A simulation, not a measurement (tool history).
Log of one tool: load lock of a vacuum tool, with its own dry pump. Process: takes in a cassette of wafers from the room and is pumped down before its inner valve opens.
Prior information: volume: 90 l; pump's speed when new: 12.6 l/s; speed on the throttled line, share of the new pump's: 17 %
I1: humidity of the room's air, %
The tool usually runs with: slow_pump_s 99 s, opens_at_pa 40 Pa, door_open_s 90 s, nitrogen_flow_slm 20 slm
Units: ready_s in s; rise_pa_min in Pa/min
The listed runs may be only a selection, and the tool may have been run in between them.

run 1 hour=0 | slow_pump_s=99 opens_at_pa=40 door_open_s=90 nitrogen_flow_slm=20 | I1=45.8 | ready_s=139.7 rise_pa_min=0.019
run 2 hour=307.6 | slow_pump_s=99 opens_at_pa=40 door_open_s=90 nitrogen_flow_slm=20 | I1=42.3 | ready_s=138.2 rise_pa_min=0.022
run 3 hour=605.3 | slow_pump_s=158 opens_at_pa=40 door_open_s=90 nitrogen_flow_slm=20 | I1=42 | ready_s=185.2 rise_pa_min=0.017
run 4 hour=951.2 | slow_pump_s=99 opens_at_pa=40 door_open_s=90 nitrogen_flow_slm=20 | I1=44 | ready_s=138 rise_pa_min=0.025
run 5 hour=1206 | slow_pump_s=99 opens_at_pa=40 door_open_s=90 nitrogen_flow_slm=26 | I1=44.2 | ready_s=139.1 rise_pa_min=0.023
run 6 hour=1464.2 | slow_pump_s=99 opens_at_pa=40 door_open_s=90 nitrogen_flow_slm=26 | I1=43.3 | ready_s=138.3 rise_pa_min=0.015
run 7 hour=1795.7 | slow_pump_s=99 opens_at_pa=40 door_open_s=90 nitrogen_flow_slm=20 | I1=48 | ready_s=138.9 rise_pa_min=0.021
run 8 hour=2007.4 | slow_pump_s=99 opens_at_pa=40 door_open_s=90 nitrogen_flow_slm=20 | I1=42.9 | ready_s=139.2 rise_pa_min=0.018
run 9 hour=2241 | slow_pump_s=176 opens_at_pa=40 door_open_s=217 nitrogen_flow_slm=20 | I1=46.2 | ready_s=203.5 rise_pa_min=0.035
run 10 hour=2453.5 | slow_pump_s=99 opens_at_pa=41 door_open_s=90 nitrogen_flow_slm=20 | I1=42.9 | ready_s=138.5 rise_pa_min=0.023
run 11 hour=2656.5 | slow_pump_s=92 opens_at_pa=62 door_open_s=116 nitrogen_flow_slm=39 | I1=43.8 | ready_s=129.3 rise_pa_min=0.018
run 12 hour=3017.6 | slow_pump_s=92 opens_at_pa=62 door_open_s=116 nitrogen_flow_slm=39 | I1=43.5 | ready_s=129.1 rise_pa_min=0.016
run 13 hour=3179.2 | slow_pump_s=167 opens_at_pa=29 door_open_s=116 nitrogen_flow_slm=17 | I1=43.8 | ready_s=197.5 rise_pa_min=0.023

Here are 4 independent what-if runs from the current tool condition. What would each one return?
run A hour=3523.7 | slow_pump_s=76 opens_at_pa=40 door_open_s=90 nitrogen_flow_slm=20 | I1=42 | ready_s=? rise_pa_min=?
run B hour=3523.7 | slow_pump_s=99 opens_at_pa=40 door_open_s=236 nitrogen_flow_slm=20 | I1=46.3 | ready_s=? rise_pa_min=?
run C hour=3523.7 | slow_pump_s=160 opens_at_pa=62 door_open_s=90 nitrogen_flow_slm=8 | I1=44.2 | ready_s=? rise_pa_min=?
run D hour=3523.7 | slow_pump_s=167 opens_at_pa=29 door_open_s=116 nitrogen_flow_slm=31 | I1=44.1 | ready_s=? rise_pa_min=?

run=A ready_s=118.9 rise_pa_min=0.018
run=B ready_s=139.1 rise_pa_min=0.032
run=C ready_s=186.3 rise_pa_min=0.027
run=D ready_s=198.8 rise_pa_min=0.017
With no hidden state in the tool, these same runs would have given:
run=A ready_s=118.9 rise_pa_min=0.017
run=B ready_s=139.1 rise_pa_min=0.032
run=C ready_s=186.3 rise_pa_min=0.027
run=D ready_s=198.8 rise_pa_min=0.017

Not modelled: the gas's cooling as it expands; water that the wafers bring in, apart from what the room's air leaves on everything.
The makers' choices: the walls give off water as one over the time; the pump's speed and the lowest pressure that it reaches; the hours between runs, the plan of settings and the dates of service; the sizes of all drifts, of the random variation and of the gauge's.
